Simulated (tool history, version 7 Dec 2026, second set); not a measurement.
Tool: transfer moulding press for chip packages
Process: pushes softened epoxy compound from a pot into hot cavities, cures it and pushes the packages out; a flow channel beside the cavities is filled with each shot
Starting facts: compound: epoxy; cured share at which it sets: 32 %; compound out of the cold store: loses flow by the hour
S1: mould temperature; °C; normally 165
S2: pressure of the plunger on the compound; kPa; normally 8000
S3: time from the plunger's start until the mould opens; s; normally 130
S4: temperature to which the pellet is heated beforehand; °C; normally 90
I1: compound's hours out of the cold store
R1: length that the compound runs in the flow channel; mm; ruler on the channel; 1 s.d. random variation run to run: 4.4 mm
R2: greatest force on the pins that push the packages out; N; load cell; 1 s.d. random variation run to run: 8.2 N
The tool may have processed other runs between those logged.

run 1 hour=0 | S1=165 S2=8000 S3=130 S4=90 | I1=44.5 | R1=839 R2=600
-- hour=22.7 plunger's sealing rings changed
run 2 hour=56.9 | S1=165 S2=8000 S3=130 S4=90 | I1=23.8 | R1=941 R2=696
-- hour=68.2 mould's thermocouples calibrated
-- hour=89.4 cavities cleaned with cleaning compound and waxed
run 3 hour=110.6 | S1=165 S2=8000 S3=130 S4=90 | I1=34.1 | R1=916 R2=526
run 4 hour=147.2 | S1=165 S2=8000 S3=130 S4=90 | I1=23.5 | R1=926 R2=667
run 5 hour=178.5 | S1=165 S2=9730 S3=130 S4=90 | I1=36.6 | R1=990 R2=747
run 6 hour=216 | S1=165 S2=8000 S3=130 S4=83 | I1=13.1 | R1=948 R2=765
-- hour=219.9 cavities cleaned with cleaning compound and waxed
run 7 hour=262.4 | S1=165 S2=8000 S3=130 S4=90 | I1=38 | R1=890 R2=606
run 8 hour=299.2 | S1=165 S2=7800 S3=130 S4=90 | I1=23.5 | R1=894 R2=697
run 9 hour=328.3 | S1=165 S2=7800 S3=130 S4=90 | I1=33.6 | R1=873 R2=734
-- hour=350.8 cavities cleaned with cleaning compound and waxed
run 10 hour=365.2 | S1=170 S2=8000 S3=130 S4=90 | I1=8.4 | R1=905 R2=408
run 11 hour=395.6 | S1=167 S2=8000 S3=158 S4=90 | I1=35.3 | R1=867 R2=518
run 12 hour=438.4 | S1=167 S2=7640 S3=157 S4=83 | I1=8.3 | R1=896 R2=628
-- hour=449.1 plunger's sealing rings changed
-- hour=484.5 cavities cleaned with cleaning compound and waxed
run 13 hour=498.6 | S1=159 S2=7880 S3=143 S4=87 | I1=47.2 | R1=911 R2=615

5 ways to go on from here, each from the tool as it stands after run 13. What would each give?
run A hour=524.2 | S1=165 S2=9050 S3=140 S4=83 | I1=30.1 | R1=? R2=?
run B hour=524.2 | S1=165 S2=8000 S3=142 S4=99 | I1=34.3 | R1=? R2=?
run C hour=524.2 | S1=159 S2=7010 S3=120 S4=87 | I1=25.7 | R1=? R2=?
run D hour=524.2 | S1=165 S2=6930 S3=130 S4=93 | I1=47.7 | R1=? R2=?
run E hour=524.2 | S1=163 S2=8220 S3=135 S4=90 | I1=29.7 | R1=? R2=?

run=A R1=979 R2=565
run=B R1=908 R2=561
run=C R1=900 R2=1068
run=D R1=823 R2=607
run=E R1=946 R2=627
Stripped of hidden state, with their random variation kept, the same runs would have yielded:
run=A R1=992 R2=324
run=B R1=921 R2=323
run=C R1=912 R2=625
run=D R1=834 R2=351
run=E R1=959 R2=364
